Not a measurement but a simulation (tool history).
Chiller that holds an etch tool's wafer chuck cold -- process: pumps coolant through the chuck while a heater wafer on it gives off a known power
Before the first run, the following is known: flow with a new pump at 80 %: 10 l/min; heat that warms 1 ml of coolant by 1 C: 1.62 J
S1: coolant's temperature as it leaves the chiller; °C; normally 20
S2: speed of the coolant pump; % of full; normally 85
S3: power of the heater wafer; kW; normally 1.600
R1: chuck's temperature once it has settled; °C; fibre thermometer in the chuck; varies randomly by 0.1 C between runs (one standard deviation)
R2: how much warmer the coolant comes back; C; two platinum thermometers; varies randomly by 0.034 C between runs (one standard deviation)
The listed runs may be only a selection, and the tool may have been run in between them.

| run | hour | S1 | S2 | S3 | R1 | R2 |
|---|---|---|---|---|---|---|
| 1 | 0.0 | 20 | 85 | 1.600 | 39.4 | 5.53 |
| 2 | 165.8 | 20 | 85 | 1.600 | 39.3 | 5.56 |
| 3 | 374.8 | 20 | 85 | 1.600 | 39.3 | 5.47 |
| 4 | 565.1 | 20 | 85 | 1.600 | 39.4 | 5.56 |
| 5 | 766.6 | 20 | 85 | 1.600 | 39.2 | 5.60 |
| 6 | 865.1 | 20 | 66 | 1.600 | 44.5 | 7.47 |
| 7 | 1029.9 | 15 | 85 | 1.600 | 34.4 | 5.68 |
| 8 | 1193.5 | 18 | 85 | 1.600 | 37.2 | 5.67 |
| 9 | 1346.8 | 18 | 85 | 1.600 | 37.4 | 5.69 |
| 10 | 1541.4 | 18 | 85 | 1.600 | 37.4 | 5.68 |
| 11 | 1669.1 | 20 | 85 | 1.600 | 39.2 | 5.66 |
|  | 1719.1 | coolant changed, channels flushed |
| 12 | 1764.6 | 20 | 85 | 1.600 | 39.4 | 5.70 |
| 13 | 1935.8 | 29 | 71 | 1.092 | 44.4 | 4.86 |
| 14 | 2048.1 | 29 | 71 | 1.092 | 44.4 | 4.86 |
| 15 | 2242.0 | 29 | 71 | 1.092 | 44.6 | 4.89 |
| 16 | 2346.7 | 26 | 66 | 1.378 | 47.0 | 6.57 |
| 17 | 2519.4 | 23 | 75 | 1.180 | 38.9 | 4.98 |
| 18 | 2653.7 | 14 | 85 | 1.600 | 33.2 | 5.78 |
| 19 | 2747.3 | 14 | 85 | 0.945 | 25.4 | 3.56 |
| 20 | 2858.3 | 20 | 93 | 1.450 | 36.0 | 4.85 |
|  | 2920.4 | chiller's thermometer calibrated |
| 21 | 2995.3 | 21 | 66 | 1.036 | 36.8 | 5.07 |
| 22 | 3197.6 | 17 | 71 | 1.091 | 32.5 | 4.93 |
| 23 | 3323.6 | 17 | 71 | 1.091 | 32.7 | 5.04 |

Branching from run 23: 5 alternative next runs. What would each branch give?
| A | 3416.5 | 20 | 85 | 0.901 | ? | ? |
| B | 3416.5 | 17 | 72 | 1.091 | ? | ? |
| C | 3416.5 | 11 | 71 | 2.005 | ? | ? |
| D | 3416.5 | 27 | 73 | 1.626 | ? | ? |
| E | 3416.5 | 14 | 71 | 1.715 | ? | ? |

| run | R1 | R2 |
|---|---|---|
| A | 31.0 | 3.46 |
| B | 32.4 | 5.00 |
| C | 39.6 | 8.88 |
| D | 49.6 | 7.10 |
| E | 38.5 | 7.69 |
What these runs would have given with no unlogged condition in the tool:
| run | R1 | R2 |
|---|---|---|
| A | 31.0 | 3.07 |
| B | 32.4 | 4.60 |
| C | 39.6 | 8.48 |
| D | 49.6 | 6.70 |
| E | 38.4 | 7.29 |
